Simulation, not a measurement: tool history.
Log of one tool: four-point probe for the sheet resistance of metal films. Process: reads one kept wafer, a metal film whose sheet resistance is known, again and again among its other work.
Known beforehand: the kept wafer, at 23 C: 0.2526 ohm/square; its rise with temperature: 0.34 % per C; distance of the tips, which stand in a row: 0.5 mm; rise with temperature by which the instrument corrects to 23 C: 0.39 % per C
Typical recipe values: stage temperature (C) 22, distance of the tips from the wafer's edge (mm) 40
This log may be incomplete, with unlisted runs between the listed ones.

| run | hour | stage temperature (C) | distance of the tips from the wafer's edge (mm) | sheet resistance as the instrument gives it (ohm/square) |
|---|---|---|---|---|
| 1 | 0.0 | 22 | 40 | 0.251114 |
| 2 | 34.6 | 22 | 40 | 0.250891 |
| 3 | 93.1 | 22 | 40 | 0.251063 |
| 4 | 136.9 | 22 | 40 | 0.251067 |
| 5 | 180.0 | 20 | 40 | 0.251223 |
| 6 | 244.1 | 20 | 40 | 0.251259 |
| 7 | 274.3 | 20 | 40 | 0.251216 |
| 8 | 309.9 | 22 | 40 | 0.250994 |
| 9 | 361.0 | 22 | 40 | 0.251002 |
| 10 | 399.3 | 22 | 40 | 0.250952 |
| 11 | 449.3 | 22 | 63 | 0.250974 |
| 12 | 485.7 | 22 | 63 | 0.250948 |
| 13 | 533.5 | 20 | 48 | 0.251179 |
| 14 | 603.3 | 20 | 48 | 0.251177 |
| 15 | 659.9 | 20 | 48 | 0.251144 |
| 16 | 726.4 | 21 | 10 | 0.251429 |
| 17 | 762.7 | 21 | 10 | 0.251383 |
| 18 | 806.0 | 23 | 33 | 0.250734 |
| 19 | 873.0 | 23 | 33 | 0.250758 |
| 20 | 927.0 | 31 | 33 | 0.249675 |
| 21 | 972.3 | 19 | 40 | 0.251270 |
| 22 | 1027.6 | 19 | 40 | 0.251326 |
| 23 | 1063.5 | 25 | 40 | 0.250464 |
| 24 | 1122.2 | 34 | 23 | 0.249320 |

Below, some changes in sheet resistance as the instrument gives it (ohm/square) between adjacent runs. For each, the amount present without the hidden state too (settings, incoming material, random variation) and the amount remaining for the hidden state with gauge scatter not shared by both compared results:
Unlogged tool condition in this case: inner tips' distance over the nominal, %; tips' flats over new ones', %; wafer's true temperature over the reading, C; drift of the gauge itself on sheet_ohm, %.
Run 15 -> 16: stage temperature (C) 20 -> 21, distance of the tips from the wafer's edge (mm) 48 -> 10. sheet resistance as the instrument gives it (ohm/square) +0.000285: hidden state -0.000016, all else +0.000301.
Run 20 -> 21: stage temperature (C) 31 -> 19, distance of the tips from the wafer's edge (mm) 33 -> 40. sheet resistance as the instrument gives it (ohm/square) +0.001595: hidden state -0.000017, all else +0.001612.
Run 23 -> 24: stage temperature (C) 25 -> 34, distance of the tips from the wafer's edge (mm) 40 -> 23. sheet resistance as the instrument gives it (ohm/square) -0.001144: hidden state -0.000005, all else -0.001139.
